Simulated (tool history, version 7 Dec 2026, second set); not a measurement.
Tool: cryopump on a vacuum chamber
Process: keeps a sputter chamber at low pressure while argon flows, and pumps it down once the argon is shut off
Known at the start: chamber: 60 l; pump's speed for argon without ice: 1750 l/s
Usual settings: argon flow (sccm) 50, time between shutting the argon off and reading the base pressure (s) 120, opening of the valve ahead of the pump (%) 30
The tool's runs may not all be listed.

| run | day | argon flow (sccm) | time between shutting the argon off and reading the base pressure (s) | opening of the valve ahead of the pump (%) | pressure while argon flows (Pa) | pressure after the wait (uPa) |
|---|---|---|---|---|---|---|
| 1 | 0 | 50 | 120 | 30 | 0.1672 | 1.25 |
| 2 | 1.312 | 32 | 120 | 30 | 0.1083 | 1.28 |
| 3 | 2.55 | 32 | 120 | 30 | 0.1077 | 1.23 |
| 4 | 3.242 | 50 | 53 | 30 | 0.1679 | 1.64 |
| 5 | 4.221 | 50 | 120 | 30 | 0.1673 | 1.27 |
| 6 | 5.608 | 50 | 120 | 30 | 0.1674 | 1.27 |
| 7 | 6.992 | 50 | 120 | 30 | 0.1688 | 1.26 |
| 8 | 8.221 | 50 | 120 | 30 | 0.1683 | 1.37 |
| 9 | 8.883 | 50 | 120 | 30 | 0.1699 | 1.3 |
| 10 | 9.729 | 50 | 120 | 30 | 0.171 | 1.31 |
| 11 | 10.988 | 50 | 120 | 30 | 0.1711 | 1.36 |
| 12 | 11.721 | 50 | 120 | 30 | 0.1704 | 1.37 |
| 13 | 12.392 | 60 | 120 | 30 | 0.2036 | 1.44 |
| 14 | 13.467 | 60 | 36 | 30 | 0.2035 | 2.04 |
| 15 | 14.1 | 60 | 36 | 30 | 0.2045 | 2.01 |
| 16 | 15.258 | 50 | 120 | 35 | 0.1463 | 1.49 |
| 17 | 16.704 | 22 | 120 | 35 | 0.0655 | 1.45 |
| 18 | 17.862 | 32 | 21 | 24 | 0.135 | 2.86 |
| 19 | 18.554 | 40 | 120 | 28 | 0.147 | 1.48 |
| 20 | 19.275 | 50 | 77 | 30 | 0.1724 | 1.69 |
| 21 | 20.212 | 22 | 124 | 30 | 0.0744 | 1.59 |
| 22 | 21.167 | 80 | 89 | 33 | 0.2538 | 1.59 |
| 23 | 22.025 | 42 | 228 | 41 | 0.1091 | 1.43 |
| 24 | 23.229 | 39 | 64 | 31 | 0.1298 | 1.79 |
| 25 | 24.35 | 50 | 83 | 17 | 0.2955 | 1.69 |
| 26 | 25.421 | 92 | 137 | 15 | 0.6147 | 1.59 |
| 27 | 26.842 | 33 | 137 | 27 | 0.1267 | 1.58 |
| 28 | 28.125 | 50 | 23 | 22 | 0.2336 | 2.97 |
| 29 | 29.162 | 50 | 23 | 22 | 0.2325 | 2.85 |
| 30 | 30.108 | 50 | 23 | 22 | 0.2329 | 2.91 |
| 31 | 31.008 | 50 | 23 | 46 | 0.1178 | 2.87 |
| 32 | 32.275 | 21 | 84 | 46 | 0.0506 | 1.84 |
| 33 | 33.371 | 88 | 120 | 30 | 0.3058 | 1.7 |
| 34 | 34.15 | 88 | 120 | 33 | 0.2817 | 1.73 |

4 ways to go on from here, each from the tool as it stands after run 34. What would each give?
| A | 35.675 | 22 | 35 | 29 | ? | ? |
| B | 35.675 | 38 | 120 | 45 | ? | ? |
| C | 35.675 | 79 | 24 | 33 | ? | ? |
| D | 35.675 | 21 | 71 | 22 | ? | ? |

| run | pressure while argon flows (Pa) | pressure after the wait (uPa) |
|---|---|---|
| A | 0.0805 | 2.41 |
| B | 0.0926 | 1.74 |
| C | 0.2549 | 2.93 |
| D | 0.0986 | 1.93 |
Without the tool's hidden state the same runs would have given:
| run | pressure while argon flows (Pa) | pressure after the wait (uPa) |
|---|---|---|
| A | 0.0741 | 1.16 |
| B | 0.0816 | 0.47 |
| C | 0.2319 | 1.64 |
| D | 0.0925 | 0.65 |
